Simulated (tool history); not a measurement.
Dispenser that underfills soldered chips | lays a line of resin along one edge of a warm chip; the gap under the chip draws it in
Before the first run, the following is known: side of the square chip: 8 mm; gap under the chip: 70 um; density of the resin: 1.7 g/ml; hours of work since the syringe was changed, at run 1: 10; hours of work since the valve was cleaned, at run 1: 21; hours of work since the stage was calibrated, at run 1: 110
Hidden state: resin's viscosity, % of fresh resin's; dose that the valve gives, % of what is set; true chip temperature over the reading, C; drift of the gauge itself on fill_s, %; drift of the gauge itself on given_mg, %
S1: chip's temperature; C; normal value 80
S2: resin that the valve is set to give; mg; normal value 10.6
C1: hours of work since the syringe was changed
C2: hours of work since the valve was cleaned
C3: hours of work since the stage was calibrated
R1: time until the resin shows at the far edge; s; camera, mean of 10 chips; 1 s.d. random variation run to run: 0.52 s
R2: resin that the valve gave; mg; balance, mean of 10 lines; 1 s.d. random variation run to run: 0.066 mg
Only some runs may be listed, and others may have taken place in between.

run	hour	S1	S2	C1	C2	C3	R1	R2
1	0.0	80	10.6	10	21	110	72.5	10.39
# hour 1.2: new syringe of resin
2	3.1	83	10.6	1	23	112	42.9	10.28
3	6.5	83	10.6	4	26	114	47.3	10.40
4	9.0	81	10.6	6	27	116	58.9	10.35
5	13.2	80	10.6	9	31	119	69.5	10.30
# hour 15.6: new syringe of resin
6	18.5	80	10.6	2	34	123	50.1	10.24
7	21.1	80	10.6	4	36	125	56.0	10.13
8	26.0	80	10.6	8	40	129	66.3	10.28
9	28.8	80	10.6	10	42	131	74.3	10.13
# hour 30.3: new syringe of resin
10	32.2	80	10.6	1	45	133	48.0	10.20
11	36.6	80	10.6	5	48	137	57.3	10.03
12	40.4	80	10.6	8	51	140	65.0	10.18
# hour 45.0: new syringe of resin
13	45.8	80	10.6	1	55	143	46.6	9.96
14	50.8	80	10.6	4	59	147	56.4	10.13
15	53.8	80	12.1	7	61	150	62.3	11.32
16	57.9	86	10.6	10	64	153	57.3	10.03
# hour 59.7: new syringe of resin
17	61.6	80	10.6	2	67	155	51.0	9.98
18	64.6	80	12.1	4	69	157	53.5	11.19
19	68.1	92	10.7	6	72	160	38.8	9.95
20	72.0	92	10.7	9	74	163	44.5	10.08
# hour 74.1: new syringe of resin
21	76.5	86	9.7	2	78	166	40.9	8.93
22	79.3	86	12.4	4	80	168	42.1	11.40
23	83.1	67	12.3	7	83	171	112.2	11.44
24	87.2	78	11.7	10	86	174	80.6	10.76
# hour 88.8: new syringe of resin
25	91.7	83	10.2	2	89	178	46.5	9.22
26	94.6	67	11.3	4	91	180	100.9	10.26
27	96.7	91	9.1	6	93	181	42.3	8.34
28	99.1	85	10.5	8	95	183	54.9	9.59
# hour 103.5: new syringe of resin
# hour 104.9: dispensing valve cleaned and set on the balance
29	105.1	85	10.6	0	0	187	38.0	10.57
30	108.8	77	10.6	3	3	190	60.4	10.61
31	112.3	77	13.8	6	6	192	67.9	13.72
32	115.0	77	13.8	8	8	194	75.1	13.76
33	118.6	74	11.9	11	10	197	98.5	11.89
# hour 119.3: new syringe of resin
34	121.9	74	11.9	2	13	199	64.8	11.92
35	125.0	83	11.4	4	15	202	48.7	11.36
36	128.0	92	10.8	7	17	204	37.5	10.59

What differs in the tool's unlogged condition from the final listed run ahead of each entry between runs to the first listed run following it?
In the gap between runs 1 and 2: new syringe of resin (hour 1.2)
  resin's viscosity, % of fresh resin's: 164.2 -> 107.9; dose that the valve gives, % of what is set: 97.82 -> 97.62; true chip temperature over the reading, C: -0.94 -> -0.96
  what was measured, less what the result would be without the hidden state, R1: +30.3 -> +4.8 s; R2: -0.23 -> -0.25 mg
In the gap between runs 5 and 6: new syringe of resin (hour 15.6)
  resin's viscosity, % of fresh resin's: 155.9 -> 111.9; dose that the valve gives, % of what is set: 96.92 -> 96.58; true chip temperature over the reading, C: -1.02 -> -1.05
  what was measured, less what the result would be without the hidden state, R1: +27.3 -> +7.7 s; R2: -0.33 -> -0.36 mg
In the gap between runs 9 and 10: new syringe of resin (hour 30.3)
  resin's viscosity, % of fresh resin's: 162.7 -> 107.1; dose that the valve gives, % of what is set: 95.85 -> 95.63; true chip temperature over the reading, C: -1.11 -> -1.13
  what was measured, less what the result would be without the hidden state, R1: +31.3 -> +5.9 s; R2: -0.44 -> -0.46 mg
In the gap between runs 12 and 13: new syringe of resin (hour 45.0)
  resin's viscosity, % of fresh resin's: 144.3 -> 103.6; dose that the valve gives, % of what is set: 95.03 -> 94.67; true chip temperature over the reading, C: -1.17 -> -1.2
  what was measured, less what the result would be without the hidden state, R1: +22.8 -> +4.6 s; R2: -0.52 -> -0.56 mg
In the gap between runs 16 and 17: new syringe of resin (hour 59.7)
  resin's viscosity, % of fresh resin's: 161.5 -> 108.4; dose that the valve gives, % of what is set: 93.79 -> 93.54; true chip temperature over the reading, C: -1.28 -> -1.3
  what was measured, less what the result would be without the hidden state, R1: +24.3 -> +7.3 s; R2: -0.66 -> -0.69 mg
In the gap between runs 20 and 21: new syringe of resin (hour 74.1)
  resin's viscosity, % of fresh resin's: 158.4 -> 110.1; dose that the valve gives, % of what is set: 92.81 -> 92.51; true chip temperature over the reading, C: -1.36 -> -1.39
  what was measured, less what the result would be without the hidden state, R1: +18.4 -> +6.8 s; R2: -0.77 -> -0.72 mg
In the gap between runs 24 and 25: new syringe of resin (hour 88.8)
  resin's viscosity, % of fresh resin's: 162.8 -> 111.4; dose that the valve gives, % of what is set: 91.82 -> 91.5; true chip temperature over the reading, C: -1.45 -> -1.47
  what was measured, less what the result would be without the hidden state, R1: +34.7 -> +8.4 s; R2: -0.95 -> -0.87 mg
In the gap between runs 28 and 29: new syringe of resin (hour 103.5); dispensing valve cleaned and set on the balance (hour 104.9)
  resin's viscosity, % of fresh resin's: 145.9 -> 102.6; dose that the valve gives, % of what is set: 90.97 -> 100.52; true chip temperature over the reading, C: -1.52 -> -1.54
  what was measured, less what the result would be without the hidden state, R1: +20.7 -> +3.3 s; R2: -0.95 -> +0.05 mg
In the gap between runs 33 and 34: new syringe of resin (hour 119.3)
  resin's viscosity, % of fresh resin's: 168 -> 110.7; dose that the valve gives, % of what is set: 99.52 -> 99.32; true chip temperature over the reading, C: -1.62 -> -1.64
  what was measured, less what the result would be without the hidden state, R1: +44.0 -> +10.5 s; R2: -0.05 -> -0.09 mg

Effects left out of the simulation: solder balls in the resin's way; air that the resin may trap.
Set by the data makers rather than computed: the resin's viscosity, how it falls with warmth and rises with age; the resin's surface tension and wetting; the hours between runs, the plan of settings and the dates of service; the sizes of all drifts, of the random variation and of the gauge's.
